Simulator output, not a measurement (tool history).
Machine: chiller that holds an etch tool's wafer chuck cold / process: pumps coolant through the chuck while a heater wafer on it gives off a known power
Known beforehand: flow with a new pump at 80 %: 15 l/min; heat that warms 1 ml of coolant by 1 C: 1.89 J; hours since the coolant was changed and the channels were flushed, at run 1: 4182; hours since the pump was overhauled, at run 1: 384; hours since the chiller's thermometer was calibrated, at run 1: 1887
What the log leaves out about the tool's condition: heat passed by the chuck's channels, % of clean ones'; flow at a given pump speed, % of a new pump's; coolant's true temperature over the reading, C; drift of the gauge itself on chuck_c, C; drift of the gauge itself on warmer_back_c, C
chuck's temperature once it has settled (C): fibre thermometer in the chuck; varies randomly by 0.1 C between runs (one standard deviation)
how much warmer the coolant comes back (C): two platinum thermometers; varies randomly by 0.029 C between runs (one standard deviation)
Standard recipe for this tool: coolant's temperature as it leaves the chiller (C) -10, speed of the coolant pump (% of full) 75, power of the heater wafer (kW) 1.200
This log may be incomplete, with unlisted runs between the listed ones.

run,day,coolant's temperature as it leaves the chiller (C),speed of the coolant pump (% of full),power of the heater wafer (kW),hours since the coolant was changed and the channels were flushed,hours since the pump was overhauled,hours since the chiller's thermometer was calibrated,chuck's temperature once it has settled (C),how much warmer the coolant comes back (C)
1,0.000,-10,75,1.200,4182,384,1887,0.7,2.74
2,2.146,-10,78,1.200,4233,435,1939,0.3,2.57
3,4.238,-10,75,1.200,4284,485,1989,0.9,2.65
4,5.508,-10,75,1.200,4314,516,2019,0.8,2.67
5,7.208,-10,75,1.200,4355,557,2060,0.6,2.66
# day 7.767: chiller's thermometer calibrated
6,8.283,-10,75,1.200,4380,581,12,0.6,2.65
7,10.646,-10,75,1.200,4437,638,69,0.8,2.65
8,11.988,-10,75,1.200,4469,670,101,0.7,2.62
9,13.767,-10,75,1.200,4511,713,144,0.7,2.63
10,15.304,-10,75,1.200,4548,750,181,0.5,2.66
11,17.583,-10,75,1.200,4603,805,236,0.6,2.63
12,18.617,-10,75,1.200,4628,829,260,0.8,2.64
13,20.058,-10,75,1.200,4662,864,295,0.5,2.58
14,21.142,-7,64,0.934,4688,890,321,2.6,2.39
15,22.208,-4,62,1.338,4714,916,347,9.8,3.62
16,24.438,-9,89,1.338,4767,969,400,1.1,2.43
17,26.362,-12,79,1.338,4814,1015,446,-0.8,2.75
18,27.679,-12,79,1.338,4845,1047,478,-0.9,2.78
19,29.358,-12,79,1.338,4886,1087,518,-0.7,2.76
20,31.267,-6,94,1.200,4931,1133,564,2.7,2.08
21,33.704,-11,90,0.624,4990,1192,623,-6.4,1.01
22,35.225,-11,90,0.624,5026,1228,659,-6.3,1.02
23,36.596,-11,90,1.033,5059,1261,692,-3.2,1.72
24,38.133,-15,83,0.641,5096,1298,729,-9.9,1.13

Below are 4 alternative next runs, each starting from the tool's condition after run 24. Predict each:
A,40.475,-15,83,0.889,5152,1354,785,?,?
B,40.475,-10,63,0.688,5152,1354,785,?,?
C,40.475,-7,61,0.641,5152,1354,785,?,?
D,40.475,-9,68,0.620,5152,1354,785,?,?

run,chuck's temperature once it has settled (C),how much warmer the coolant comes back (C)
A,-7.6,1.66
B,-3.0,1.67
C,-0.3,1.61
D,-3.0,1.43
Without the tool's hidden state the same runs would have given:
run,chuck's temperature once it has settled (C),how much warmer the coolant comes back (C)
A,-7.7,1.82
B,-3.0,1.82
C,-0.3,1.76
D,-3.0,1.58
